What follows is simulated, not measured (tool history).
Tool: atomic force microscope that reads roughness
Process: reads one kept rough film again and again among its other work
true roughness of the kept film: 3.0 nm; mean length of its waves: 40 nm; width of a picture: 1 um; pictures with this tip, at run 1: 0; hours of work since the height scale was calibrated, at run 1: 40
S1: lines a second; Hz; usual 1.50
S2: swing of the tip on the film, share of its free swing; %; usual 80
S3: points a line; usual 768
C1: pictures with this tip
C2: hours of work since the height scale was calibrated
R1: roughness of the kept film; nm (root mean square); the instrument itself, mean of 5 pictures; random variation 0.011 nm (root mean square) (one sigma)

{"run": 1, "hour": 0.0, "S1": 1.5, "S2": 80, "S3": 768, "C1": 0, "C2": 40, "R1": 2.443}
{"run": 2, "hour": 6.4, "S1": 1.5, "S2": 80, "S3": 768, "C1": 9, "C2": 45, "R1": 2.462}
{"run": 3, "hour": 18.1, "S1": 1.5, "S2": 80, "S3": 768, "C1": 24, "C2": 53, "R1": 2.466}
{"run": 4, "hour": 30.5, "S1": 1.5, "S2": 80, "S3": 768, "C1": 41, "C2": 63, "R1": 2.451}
{"run": 5, "hour": 40.0, "S1": 1.5, "S2": 80, "S3": 768, "C1": 54, "C2": 70, "R1": 2.432}
{"run": 6, "hour": 50.6, "S1": 1.5, "S2": 80, "S3": 473, "C1": 68, "C2": 78, "R1": 2.422}
{"run": 7, "hour": 60.5, "S1": 1.5, "S2": 66, "S3": 473, "C1": 81, "C2": 86, "R1": 2.603}
{"run": 8, "hour": 72.4, "S1": 1.5, "S2": 66, "S3": 473, "C1": 97, "C2": 94, "R1": 2.595}
{"run": 9, "hour": 81.4, "S1": 1.5, "S2": 80, "S3": 536, "C1": 109, "C2": 101, "R1": 2.367}
{"run": 10, "hour": 92.6, "S1": 1.0, "S2": 80, "S3": 536, "C1": 125, "C2": 110, "R1": 2.495}
{"run": 11, "hour": 103.1, "S1": 1.5, "S2": 87, "S3": 454, "C1": 139, "C2": 118, "R1": 2.233}
{"run": 12, "hour": 112.2, "S1": 1.17, "S2": 87, "S3": 269, "C1": 151, "C2": 125, "R1": 2.286}
{"run": 13, "hour": 123.6, "S1": 2.2, "S2": 58, "S3": 851, "C1": 166, "C2": 133, "R1": 2.539}
{"run": 14, "hour": 131.8, "S1": 1.5, "S2": 84, "S3": 768, "C1": 177, "C2": 139, "R1": 2.26}
{"run": 15, "hour": 142.8, "S1": 0.74, "S2": 80, "S3": 768, "C1": 192, "C2": 148, "R1": 2.51}
{"run": 16, "hour": 154.8, "S1": 2.27, "S2": 66, "S3": 951, "C1": 208, "C2": 157, "R1": 2.413}
{"run": 17, "hour": 166.7, "S1": 1.41, "S2": 80, "S3": 768, "C1": 224, "C2": 166, "R1": 2.306}
{"hour": 167.8, "done": "new tip fitted"}
{"run": 18, "hour": 174.2, "S1": 2.44, "S2": 55, "S3": 349, "C1": 9, "C2": 171, "R1": 2.693}
{"run": 19, "hour": 186.5, "S1": 1.5, "S2": 80, "S3": 284, "C1": 25, "C2": 180, "R1": 2.407}
{"run": 20, "hour": 195.4, "S1": 1.5, "S2": 80, "S3": 284, "C1": 37, "C2": 187, "R1": 2.42}

How the hidden state differs across the entries between the runs, from the last listed run before each to the first after it:
Between runs 17 and 18: new tip fitted (hour 167.8)
  radius of the tip, nm: 15.6 -> 5.7
  measured less the result without the state, R1: -0.177 -> -0.015 nm (root mean square)
